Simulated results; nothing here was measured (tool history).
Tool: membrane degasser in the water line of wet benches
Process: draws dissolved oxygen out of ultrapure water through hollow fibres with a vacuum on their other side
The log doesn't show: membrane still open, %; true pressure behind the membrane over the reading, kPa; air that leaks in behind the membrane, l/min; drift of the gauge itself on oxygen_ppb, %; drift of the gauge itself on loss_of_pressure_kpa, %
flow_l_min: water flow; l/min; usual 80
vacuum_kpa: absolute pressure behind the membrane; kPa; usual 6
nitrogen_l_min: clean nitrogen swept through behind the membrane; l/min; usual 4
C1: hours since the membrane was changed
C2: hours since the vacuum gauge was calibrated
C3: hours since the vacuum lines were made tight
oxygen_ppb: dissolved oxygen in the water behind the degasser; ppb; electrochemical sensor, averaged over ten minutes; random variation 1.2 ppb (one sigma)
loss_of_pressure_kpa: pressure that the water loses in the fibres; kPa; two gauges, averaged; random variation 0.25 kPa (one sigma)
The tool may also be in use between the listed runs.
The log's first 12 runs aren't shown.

{"run": 13, "hour": 2424.7, "flow_l_min": 118, "vacuum_kpa": 6, "nitrogen_l_min": 4, "C1": 4293, "C2": 3783, "C3": 7187, "oxygen_ppb": 227.2, "loss_of_pressure_kpa": 101.05}
{"run": 14, "hour": 2712.2, "flow_l_min": 118, "vacuum_kpa": 6, "nitrogen_l_min": 4, "C1": 4581, "C2": 4071, "C3": 7474, "oxygen_ppb": 225.1, "loss_of_pressure_kpa": 101.78}
{"run": 15, "hour": 2860.8, "flow_l_min": 118, "vacuum_kpa": 6, "nitrogen_l_min": 4, "C1": 4729, "C2": 4219, "C3": 7623, "oxygen_ppb": 228.6, "loss_of_pressure_kpa": 102.17}
{"run": 16, "hour": 3015.1, "flow_l_min": 118, "vacuum_kpa": 6, "nitrogen_l_min": 4, "C1": 4884, "C2": 4374, "C3": 7777, "oxygen_ppb": 229.6, "loss_of_pressure_kpa": 102.67}
{"run": 17, "hour": 3145.3, "flow_l_min": 93, "vacuum_kpa": 6, "nitrogen_l_min": 4, "C1": 5014, "C2": 4504, "C3": 7908, "oxygen_ppb": 175.8, "loss_of_pressure_kpa": 79.99}
{"run": 18, "hour": 3432.1, "flow_l_min": 61, "vacuum_kpa": 6, "nitrogen_l_min": 4, "C1": 5301, "C2": 4791, "C3": 8194, "oxygen_ppb": 110.4, "loss_of_pressure_kpa": 52.51}
{"run": 19, "hour": 3659.2, "flow_l_min": 79, "vacuum_kpa": 6, "nitrogen_l_min": 2.48, "C1": 5528, "C2": 5018, "C3": 8421, "oxygen_ppb": 214.6, "loss_of_pressure_kpa": 68.26}
{"run": 20, "hour": 3920.3, "flow_l_min": 80, "vacuum_kpa": 6, "nitrogen_l_min": 2.05, "C1": 5789, "C2": 5279, "C3": 8683, "oxygen_ppb": 253.6, "loss_of_pressure_kpa": 69.48}
{"run": 21, "hour": 4146.1, "flow_l_min": 80, "vacuum_kpa": 6, "nitrogen_l_min": 2.05, "C1": 6015, "C2": 5505, "C3": 8908, "oxygen_ppb": 248.8, "loss_of_pressure_kpa": 69.39}

Run 22 comes next. What will it give?
{"run": 22, "hour": 4446.5, "flow_l_min": 80, "vacuum_kpa": 6, "nitrogen_l_min": 2.05, "C1": 6315, "C2": 5805, "C3": 9209, "oxygen_ppb": "?", "loss_of_pressure_kpa": "?"}

Run 22 gave oxygen_ppb 252.6 ppb, loss_of_pressure_kpa 69.49 kPa.
Without the tool's hidden state the same run would have given oxygen_ppb 230.8 ppb, loss_of_pressure_kpa 67.41 kPa.

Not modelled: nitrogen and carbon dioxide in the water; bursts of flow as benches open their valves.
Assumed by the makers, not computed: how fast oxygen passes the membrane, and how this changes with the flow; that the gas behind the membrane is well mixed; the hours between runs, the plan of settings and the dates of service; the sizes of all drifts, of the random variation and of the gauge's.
